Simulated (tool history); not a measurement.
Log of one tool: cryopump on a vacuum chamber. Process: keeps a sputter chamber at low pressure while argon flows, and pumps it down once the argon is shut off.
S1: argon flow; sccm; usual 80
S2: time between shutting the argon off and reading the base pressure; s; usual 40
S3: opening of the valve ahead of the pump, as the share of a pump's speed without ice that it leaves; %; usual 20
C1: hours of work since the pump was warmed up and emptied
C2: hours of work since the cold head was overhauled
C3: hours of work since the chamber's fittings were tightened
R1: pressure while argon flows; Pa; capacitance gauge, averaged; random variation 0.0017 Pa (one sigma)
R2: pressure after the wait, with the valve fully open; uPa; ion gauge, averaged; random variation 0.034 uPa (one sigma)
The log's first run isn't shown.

run	hour	S1	S2	S3	C1	C2	C3	R1	R2
2	29.5	80	40	20	651	1394	1266	0.4264	3.49
# hour 76.3: pump warmed up, emptied and cooled again
3	79.9	80	40	20	3	1432	1304	0.4117	3.36
4	130.6	80	40	18	45	1474	1346	0.4564	3.30
# hour 135.4: leaking fittings of the chamber tightened, without venting
5	176.2	80	40	20	82	1511	34	0.4142	1.83
6	231.8	80	40	20	128	1557	81	0.4140	1.89
7	258.3	80	40	20	150	1579	103	0.4157	2.01
8	301.3	80	40	20	186	1615	139	0.4141	2.02
9	328.1	74	40	20	209	1638	161	0.3814	2.04
10	383.0	74	40	20	255	1683	207	0.3849	2.06
11	434.0	74	40	20	297	1726	250	0.3855	2.15
12	476.8	74	40	20	333	1762	285	0.3867	2.14
13	514.2	74	40	20	364	1793	317	0.3867	2.29
14	537.9	80	40	20	384	1813	336	0.4182	2.30
15	587.8	159	40	20	426	1854	378	0.8348	2.31
16	641.8	80	33	20	471	1900	423	0.4189	2.76
17	667.9	80	33	20	493	1921	445	0.4236	2.79
18	698.1	80	40	20	518	1947	470	0.4235	2.45
19	745.1	41	87	23	557	1986	509	0.1887	1.63
20	768.3	80	61	20	577	2005	529	0.4241	2.03
21	816.0	80	61	20	616	2045	569	0.4231	2.10
22	857.0	90	40	43	651	2079	603	0.2323	2.63
23	892.0	90	40	43	680	2109	632	0.2331	2.73
# hour 903.5: pump warmed up, emptied and cooled again
24	937.3	41	50	18	28	2142	666	0.2356	2.26
25	962.4	43	27	39	49	2163	687	0.1138	3.47

The next listed run, before its measurement:
26	996.7	36	40	20	78	2192	715	?	?

{"run 26": {"R1": 0.1876, "R2": 2.74}}
Without the tool's hidden state the same run would have given R1 0.1862 Pa, R2 1.85 uPa.
